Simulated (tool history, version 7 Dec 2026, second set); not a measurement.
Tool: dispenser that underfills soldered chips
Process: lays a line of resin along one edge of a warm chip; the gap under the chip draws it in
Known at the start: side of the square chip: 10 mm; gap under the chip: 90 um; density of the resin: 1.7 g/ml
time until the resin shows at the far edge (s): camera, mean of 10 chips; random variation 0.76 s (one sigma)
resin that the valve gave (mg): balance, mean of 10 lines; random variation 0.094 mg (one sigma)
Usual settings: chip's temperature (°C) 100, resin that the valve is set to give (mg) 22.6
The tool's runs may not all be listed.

| run | hour | chip's temperature (°C) | resin that the valve is set to give (mg) | time until the resin shows at the far edge (s) | resin that the valve gave (mg) |
|---|---|---|---|---|---|
| 1 | 0 | 100 | 22.6 | 80 | 21.87 |
|  | 3.9 | new syringe of resin |
| 2 | 5.4 | 100 | 28.6 | 69.4 | 27.81 |
| 3 | 8.9 | 100 | 28.6 | 77.3 | 27.52 |
|  | 12.9 | new syringe of resin |
| 4 | 16.8 | 100 | 22.6 | 77.3 | 21.81 |
|  | 21.3 | new syringe of resin |
| 5 | 24.6 | 88 | 22.6 | 104.6 | 21.96 |
| 6 | 28.5 | 88 | 22.6 | 120.1 | 21.77 |
|  | 29.8 | new syringe of resin |
| 7 | 33.3 | 88 | 22.6 | 108.9 | 21.7 |
|  | 38.3 | new syringe of resin |
| 8 | 38.7 | 88 | 22.6 | 98.4 | 21.71 |
| 9 | 45 | 88 | 22.6 | 121.1 | 21.86 |
|  | 46.6 | new syringe of resin |
| 10 | 49.1 | 100 | 21.5 | 74.7 | 20.55 |
|  | 54.9 | new syringe of resin |
| 11 | 56.1 | 100 | 22.6 | 71.8 | 21.69 |
| 12 | 61.6 | 100 | 22.6 | 85.3 | 21.69 |
|  | 63.6 | new syringe of resin |
| 13 | 67.2 | 100 | 29.2 | 73.2 | 27.8 |
|  | 72.2 | new syringe of resin |
| 14 | 74.7 | 100 | 25.2 | 72.2 | 23.71 |
|  | 80.5 | new syringe of resin |
| 15 | 82.7 | 100 | 25.2 | 73.7 | 23.92 |
|  | 89.4 | new syringe of resin |
| 16 | 90.1 | 100 | 25.2 | 66.3 | 23.62 |
|  | 91.7 | dispensing valve cleaned and set on the balance |
| 17 | 96.6 | 100 | 25.2 | 80.6 | 25.3 |
|  | 99.1 | new syringe of resin |
| 18 | 102.4 | 105 | 20.3 | 67.3 | 20.43 |
|  | 107.8 | new syringe of resin |
| 19 | 109.9 | 95 | 26.3 | 79.3 | 26.21 |
| 20 | 114.4 | 95 | 26.3 | 93 | 26.08 |
|  | 116.6 | new syringe of resin |
| 21 | 119.1 | 93 | 23.7 | 86.9 | 23.52 |
| 22 | 123.5 | 86 | 24.9 | 126.2 | 24.62 |
|  | 125.4 | new syringe of resin |
| 23 | 130.3 | 93 | 24.5 | 96.3 | 24.12 |
|  | 133.9 | new syringe of resin |
| 24 | 133.9 | 89 | 26 | 89.3 | 25.73 |
| 25 | 140.5 | 99 | 25.1 | 84.5 | 24.65 |
|  | 142.6 | new syringe of resin |
| 26 | 146.5 | 100 | 25.7 | 74.6 | 25.3 |
| 27 | 149.9 | 100 | 25.7 | 82.3 | 25.26 |
|  | 150.9 | new syringe of resin |
| 28 | 156.3 | 100 | 25.7 | 78.2 | 25.4 |

The next listed run, before its measurement:
|  | 159.4 | new syringe of resin |
| 29 | 160.2 | 100 | 25.7 | ? | ? |

{"run 29": {"time until the resin shows at the far edge (s)": 67.8, "resin that the valve gave (mg)": 25.13}}
Without the tool's hidden state the same run would have given time until the resin shows at the far edge (s) 69.5, resin that the valve gave (mg) 25.71.

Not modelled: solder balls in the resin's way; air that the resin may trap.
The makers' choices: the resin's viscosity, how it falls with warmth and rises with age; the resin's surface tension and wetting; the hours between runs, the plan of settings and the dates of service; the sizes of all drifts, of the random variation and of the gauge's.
